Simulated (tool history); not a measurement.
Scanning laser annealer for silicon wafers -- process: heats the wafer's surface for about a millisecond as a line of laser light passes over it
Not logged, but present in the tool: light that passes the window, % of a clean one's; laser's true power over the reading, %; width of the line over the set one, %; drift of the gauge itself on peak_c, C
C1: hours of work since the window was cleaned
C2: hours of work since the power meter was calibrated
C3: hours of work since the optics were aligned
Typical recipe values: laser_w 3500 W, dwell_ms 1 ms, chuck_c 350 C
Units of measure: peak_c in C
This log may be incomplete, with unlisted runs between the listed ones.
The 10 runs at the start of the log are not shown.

{"run": 11, "hour": 244.2, "laser_w": 3500, "dwell_ms": 0.8, "chuck_c": 350, "C1": 381, "C2": 334, "C3": 1033, "peak_c": 1048}
{"run": 12, "hour": 262.4, "laser_w": 3500, "dwell_ms": 0.8, "chuck_c": 350, "C1": 389, "C2": 343, "C3": 1041, "peak_c": 1050}
{"run": 13, "hour": 278.3, "laser_w": 3500, "dwell_ms": 1, "chuck_c": 350, "C1": 396, "C2": 350, "C3": 1049, "peak_c": 1119}
{"run": 14, "hour": 297.2, "laser_w": 3500, "dwell_ms": 1, "chuck_c": 350, "C1": 404, "C2": 358, "C3": 1057, "peak_c": 1120}
{"run": 15, "hour": 316.4, "laser_w": 3500, "dwell_ms": 1, "chuck_c": 350, "C1": 413, "C2": 367, "C3": 1066, "peak_c": 1121}
{"run": 16, "hour": 335.5, "laser_w": 3646, "dwell_ms": 1, "chuck_c": 350, "C1": 421, "C2": 375, "C3": 1074, "peak_c": 1149}
{"run": 17, "hour": 358.6, "laser_w": 3500, "dwell_ms": 1, "chuck_c": 350, "C1": 432, "C2": 386, "C3": 1084, "peak_c": 1115}
{"run": 18, "hour": 392.6, "laser_w": 3500, "dwell_ms": 1, "chuck_c": 350, "C1": 447, "C2": 401, "C3": 1100, "peak_c": 1116}
{"run": 19, "hour": 428.7, "laser_w": 3500, "dwell_ms": 1, "chuck_c": 350, "C1": 463, "C2": 417, "C3": 1116, "peak_c": 1116}
{"run": 20, "hour": 446.6, "laser_w": 3500, "dwell_ms": 1, "chuck_c": 386, "C1": 471, "C2": 425, "C3": 1124, "peak_c": 1151}
{"run": 21, "hour": 463.2, "laser_w": 3500, "dwell_ms": 1, "chuck_c": 386, "C1": 479, "C2": 432, "C3": 1131, "peak_c": 1151}
{"run": 22, "hour": 488.1, "laser_w": 3500, "dwell_ms": 1.12, "chuck_c": 350, "C1": 490, "C2": 444, "C3": 1142, "peak_c": 1150}
{"run": 23, "hour": 507.7, "laser_w": 3137, "dwell_ms": 1, "chuck_c": 350, "C1": 499, "C2": 452, "C3": 1151, "peak_c": 1038}
{"run": 24, "hour": 528.9, "laser_w": 3137, "dwell_ms": 1, "chuck_c": 350, "C1": 508, "C2": 462, "C3": 1161, "peak_c": 1035}

The next listed run, before its measurement:
{"run": 25, "hour": 545.1, "laser_w": 3399, "dwell_ms": 0.76, "chuck_c": 381, "C1": 515, "C2": 469, "C3": 1168, "peak_c": "?"}

{"run 25": {"peak_c": 1037}}
On a tool with no hidden condition, and with the same random variation, this run would have come out at peak_c 1074 C.
